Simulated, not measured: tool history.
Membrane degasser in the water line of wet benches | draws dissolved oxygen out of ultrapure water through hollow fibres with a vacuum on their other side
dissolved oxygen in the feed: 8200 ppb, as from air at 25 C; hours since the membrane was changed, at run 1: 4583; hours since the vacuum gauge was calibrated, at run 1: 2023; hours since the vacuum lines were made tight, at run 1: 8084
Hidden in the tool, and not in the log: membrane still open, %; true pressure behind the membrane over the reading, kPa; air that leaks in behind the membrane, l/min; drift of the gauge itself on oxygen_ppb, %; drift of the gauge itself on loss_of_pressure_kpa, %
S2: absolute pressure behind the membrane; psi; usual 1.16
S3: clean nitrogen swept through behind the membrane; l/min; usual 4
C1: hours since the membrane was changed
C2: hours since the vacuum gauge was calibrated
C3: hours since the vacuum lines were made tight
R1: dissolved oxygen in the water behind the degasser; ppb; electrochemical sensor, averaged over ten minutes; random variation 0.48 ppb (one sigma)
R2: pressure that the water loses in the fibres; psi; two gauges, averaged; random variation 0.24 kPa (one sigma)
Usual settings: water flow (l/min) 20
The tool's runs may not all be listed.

{"run": 1, "hour": 0.0, "water flow (l/min)": 20, "S2": 1.16, "S3": 4, "C1": 4583, "C2": 2023, "C3": 8084, "R1": 78.6, "R2": 10.192}
{"run": 2, "hour": 304.3, "water flow (l/min)": 20, "S2": 1.16, "S3": 4, "C1": 4887, "C2": 2328, "C3": 8389, "R1": 78, "R2": 10.234}
{"run": 3, "hour": 605.0, "water flow (l/min)": 20, "S2": 1.16, "S3": 4, "C1": 5188, "C2": 2628, "C3": 8689, "R1": 78.3, "R2": 10.235}
{"run": 4, "hour": 804.4, "water flow (l/min)": 20, "S2": 1.16, "S3": 4, "C1": 5387, "C2": 2828, "C3": 8889, "R1": 78.6, "R2": 10.244}
{"run": 5, "hour": 1105.6, "water flow (l/min)": 20, "S2": 1.16, "S3": 4, "C1": 5688, "C2": 3129, "C3": 9190, "R1": 79.1, "R2": 10.231}
{"hour": 1132.4, "done": "seals of the vacuum lines changed"}
{"run": 6, "hour": 1282.8, "water flow (l/min)": 20, "S2": 1.16, "S3": 4, "C1": 5863, "C2": 3304, "C3": 150, "R1": 77.3, "R2": 10.214}
{"run": 7, "hour": 1448.0, "water flow (l/min)": 20, "S2": 1.16, "S3": 4, "C1": 6029, "C2": 3469, "C3": 316, "R1": 76.9, "R2": 10.254}
{"run": 8, "hour": 1771.9, "water flow (l/min)": 24, "S2": 1.16, "S3": 4, "C1": 6352, "C2": 3793, "C3": 640, "R1": 109.5, "R2": 12.185}
{"run": 9, "hour": 2091.8, "water flow (l/min)": 24, "S2": 1.16, "S3": 4, "C1": 6672, "C2": 4113, "C3": 959, "R1": 111.3, "R2": 12.296}
{"run": 10, "hour": 2270.9, "water flow (l/min)": 24, "S2": 1.16, "S3": 4, "C1": 6852, "C2": 4292, "C3": 1139, "R1": 111.3, "R2": 12.363}
{"run": 11, "hour": 2559.1, "water flow (l/min)": 24, "S2": 1.16, "S3": 4, "C1": 7140, "C2": 4581, "C3": 1427, "R1": 110.7, "R2": 12.322}
{"run": 12, "hour": 2738.4, "water flow (l/min)": 24, "S2": 1.16, "S3": 4, "C1": 7319, "C2": 4760, "C3": 1606, "R1": 111.3, "R2": 12.389}
{"hour": 2768.9, "done": "vacuum gauge calibrated"}
{"run": 13, "hour": 2953.1, "water flow (l/min)": 20, "S2": 2.325, "S3": 4, "C1": 7533, "C2": 184, "C3": 1820, "R1": 176.8, "R2": 10.321}
{"run": 14, "hour": 3167.4, "water flow (l/min)": 20, "S2": 2.325, "S3": 4, "C1": 7747, "C2": 398, "C3": 2035, "R1": 175.4, "R2": 10.261}
{"run": 15, "hour": 3377.1, "water flow (l/min)": 13, "S2": 1.16, "S3": 4, "C1": 7957, "C2": 608, "C3": 2244, "R1": 43.4, "R2": 6.708}
{"run": 16, "hour": 3595.7, "water flow (l/min)": 13, "S2": 1.16, "S3": 4, "C1": 8176, "C2": 827, "C3": 2463, "R1": 43.6, "R2": 6.757}

Forecast run 17:
{"run": 17, "hour": 3828.1, "water flow (l/min)": 13, "S2": 1.16, "S3": 4, "C1": 8408, "C2": 1059, "C3": 2695, "R1": "?", "R2": "?"}

R1: 43.9 ppb
R2: 6.651 psi
Without the tool's hidden state the same run would have given R1 40.1 ppb, R2 6.482 psi.
